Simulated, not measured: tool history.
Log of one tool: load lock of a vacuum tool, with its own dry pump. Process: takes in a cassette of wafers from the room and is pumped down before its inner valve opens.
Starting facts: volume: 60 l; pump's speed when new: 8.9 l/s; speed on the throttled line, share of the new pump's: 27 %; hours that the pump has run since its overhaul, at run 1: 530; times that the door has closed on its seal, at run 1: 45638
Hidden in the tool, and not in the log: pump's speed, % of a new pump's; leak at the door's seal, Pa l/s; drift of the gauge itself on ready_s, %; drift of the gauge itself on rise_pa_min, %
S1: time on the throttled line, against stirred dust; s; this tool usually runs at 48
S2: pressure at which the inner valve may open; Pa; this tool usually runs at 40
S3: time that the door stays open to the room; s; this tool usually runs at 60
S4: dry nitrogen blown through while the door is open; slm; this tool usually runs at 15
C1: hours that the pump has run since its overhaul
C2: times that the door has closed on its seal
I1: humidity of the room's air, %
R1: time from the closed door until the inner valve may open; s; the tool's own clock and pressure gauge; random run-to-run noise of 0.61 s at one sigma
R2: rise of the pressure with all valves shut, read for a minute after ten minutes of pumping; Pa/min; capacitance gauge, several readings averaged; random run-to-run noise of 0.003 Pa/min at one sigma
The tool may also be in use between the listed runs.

run,hour,S1,S2,S3,S4,C1,C2,I1,R1,R2
1,0.0,48,40,60,15,530,45638,41.1,87.6,0.028
2,166.7,48,40,60,15,696,46421,40.7,87.8,0.022
3,357.1,48,40,60,15,887,47316,43.9,87.7,0.032
4,559.0,48,40,60,15,1089,48264,46.4,88.5,0.033
5,801.7,48,40,60,15,1331,49404,44.7,88.1,0.034
6,959.3,48,40,60,15,1489,50144,48.6,89.0,0.030
7,1161.3,48,40,60,15,1691,51093,40.7,88.5,0.031
8,1309.0,48,40,60,15,1839,51786,45.1,87.8,0.027
9,1530.0,48,66,60,15,2060,52825,42.9,85.6,0.028
10,1783.1,48,66,60,15,2313,54013,45.4,84.7,0.027
11,1945.7,48,66,60,15,2475,54777,45.8,83.5,0.027
12,2166.7,48,40,69,15,2696,55815,44.5,87.8,0.034
# hour 2224.1: door's seal changed, seat wiped
13,2291.6,48,40,60,15,2820,316,42.7,88.7,0.029
14,2518.8,48,40,60,17,3047,1384,46.2,87.9,0.027
15,2720.2,48,40,60,17,3248,2330,45.0,88.5,0.026
16,2832.9,42,68,75,6,3361,2859,45.2,80.6,0.034
17,2936.8,48,35,60,5,3465,3347,45.0,89.1,0.036
18,3105.5,25,67,216,9,3634,4140,43.7,68.1,0.048
19,3323.1,25,67,216,9,3851,5162,44.8,67.7,0.053
20,3466.7,75,29,199,20,3995,5836,44.6,108.8,0.044
21,3666.0,75,29,199,20,4194,6772,45.3,109.4,0.040
22,3878.7,54,38,108,15,4407,7771,45.2,91.7,0.039
23,4031.7,35,38,108,44,4560,8490,43.0,78.0,0.022
24,4283.3,35,38,108,44,4812,9672,46.6,78.5,0.026
25,4496.6,88,66,195,19,5025,10673,40.6,114.1,0.042
26,4618.3,88,66,67,7,5146,11245,41.9,114.3,0.032
27,4841.2,32,59,67,5,5369,12292,42.8,74.0,0.034
28,4972.1,31,59,149,15,5500,12907,46.8,73.1,0.046
29,5134.6,48,60,198,15,5663,13670,40.6,86.0,0.046
30,5250.3,48,60,198,15,5778,14213,42.2,84.6,0.043

Measured result minus the same run's result without the hidden state. Both carry the same run-to-run variation, though not necessarily the same gauge scatter:
run,R2
1,+0.002
2,+0.002
3,+0.002
4,+0.002
5,+0.002
6,+0.002
7,+0.002
8,+0.002
9,+0.003
10,+0.002
11,+0.003
12,+0.003
13,+0.000
14,+0.000
15,+0.000
16,+0.000
17,+0.000
18,+0.000
19,+0.000
20,+0.000
21,+0.000
22,+0.000
23,+0.000
24,+0.000
25,+0.001
26,+0.000
27,+0.000
28,+0.000
29,+0.001
30,+0.001
R1: within 0.1 s of the measured result in every run.
